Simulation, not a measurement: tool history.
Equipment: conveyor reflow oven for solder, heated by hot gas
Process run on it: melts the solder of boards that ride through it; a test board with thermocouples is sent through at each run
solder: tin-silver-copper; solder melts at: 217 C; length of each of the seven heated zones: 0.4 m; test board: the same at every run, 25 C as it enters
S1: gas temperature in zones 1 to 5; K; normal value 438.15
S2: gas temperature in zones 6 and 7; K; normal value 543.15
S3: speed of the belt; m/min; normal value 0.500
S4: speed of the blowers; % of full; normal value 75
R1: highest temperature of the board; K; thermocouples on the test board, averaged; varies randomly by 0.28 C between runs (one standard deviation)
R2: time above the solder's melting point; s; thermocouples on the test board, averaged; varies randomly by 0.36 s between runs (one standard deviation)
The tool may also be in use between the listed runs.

| run | hour | S1 | S2 | S3 | S4 | R1 | R2 |
|---|---|---|---|---|---|---|---|
| 1 | 0.0 | 438.15 | 543.15 | 0.500 | 75 | 528.25 | 70.6 |
| 2 | 13.1 | 438.15 | 543.15 | 0.500 | 75 | 527.95 | 70.6 |
| 3 | 21.6 | 438.15 | 543.15 | 0.500 | 75 | 527.85 | 70.5 |
| 4 | 36.1 | 438.15 | 543.15 | 0.500 | 75 | 527.85 | 70.4 |
| 5 | 46.9 | 438.15 | 543.15 | 0.500 | 78 | 528.55 | 71.4 |
| 6 | 58.9 | 438.15 | 543.15 | 0.593 | 75 | 521.45 | 53.1 |
| 7 | 75.0 | 438.15 | 543.15 | 0.593 | 75 | 521.65 | 52.8 |
| 8 | 85.9 | 438.15 | 543.15 | 0.593 | 75 | 521.35 | 52.8 |
| 9 | 94.8 | 438.15 | 543.15 | 0.500 | 72 | 527.65 | 70.4 |
| 10 | 102.9 | 438.15 | 543.15 | 0.500 | 72 | 527.05 | 69.9 |
| 11 | 118.6 | 438.15 | 543.15 | 0.500 | 75 | 527.95 | 69.7 |
| 12 | 132.7 | 438.15 | 543.15 | 0.500 | 75 | 527.55 | 69.9 |
| 13 | 140.1 | 438.15 | 543.15 | 0.500 | 75 | 527.85 | 69.8 |
| 14 | 152.1 | 438.15 | 543.15 | 0.500 | 75 | 527.55 | 70.3 |
|  | 158.2 | flux residue cleaned out of gas plates and filters |
| 15 | 166.2 | 438.15 | 555.15 | 0.457 | 75 | 540.65 | 87.1 |
| 16 | 179.5 | 438.15 | 546.15 | 0.457 | 75 | 531.95 | 81.5 |
|  | 200.4 | flux residue cleaned out of gas plates and filters, once more |
| 17 | 200.4 | 426.15 | 538.15 | 0.458 | 81 | 527.15 | 74.2 |
| 18 | 216.3 | 426.15 | 538.15 | 0.458 | 81 | 527.65 | 73.5 |
| 19 | 230.6 | 445.15 | 537.15 | 0.500 | 75 | 525.85 | 72.2 |
| 20 | 246.0 | 445.15 | 537.15 | 0.500 | 75 | 525.25 | 72.0 |
| 21 | 257.3 | 440.15 | 553.15 | 0.500 | 75 | 538.65 | 79.6 |
|  | 260.8 | thermocouples of zones 6 and 7 changed |
| 22 | 270.5 | 452.15 | 553.15 | 0.500 | 75 | 539.35 | 85.3 |
| 23 | 277.5 | 452.15 | 532.15 | 0.500 | 79 | 521.55 | 71.7 |
| 24 | 290.8 | 452.15 | 532.15 | 0.500 | 79 | 521.05 | 71.9 |
| 25 | 300.2 | 452.15 | 532.15 | 0.500 | 79 | 520.75 | 71.8 |
| 26 | 307.8 | 429.15 | 557.15 | 0.444 | 57 | 539.35 | 86.0 |
| 27 | 316.3 | 428.15 | 543.15 | 0.500 | 54 | 521.25 | 59.2 |
| 28 | 327.7 | 428.15 | 543.15 | 0.500 | 54 | 521.25 | 59.4 |

Consider 5 possible next runs. They are alternatives, not a sequence: every one starts from the tool as it was left by run 28. What does each give?
| A | 341.4 | 438.15 | 543.15 | 0.412 | 75 | ? | ? |
| B | 341.4 | 438.15 | 553.15 | 0.537 | 84 | ? | ? |
| C | 341.4 | 438.15 | 553.15 | 0.549 | 75 | ? | ? |
| D | 341.4 | 440.15 | 543.15 | 0.500 | 89 | ? | ? |
| E | 341.4 | 428.15 | 543.15 | 0.500 | 64 | ? | ? |

| run | R1 | R2 |
|---|---|---|
| A | 533.65 | 93.5 |
| B | 537.05 | 71.9 |
| C | 533.75 | 68.2 |
| D | 530.75 | 75.0 |
| E | 523.95 | 63.7 |
With the hidden condition removed and each run's random variation left untouched, the same runs would have given:
| run | R1 | R2 |
|---|---|---|
| A | 533.65 | 93.4 |
| B | 537.35 | 72.0 |
| C | 534.05 | 68.3 |
| D | 530.95 | 75.1 |
| E | 524.15 | 63.9 |
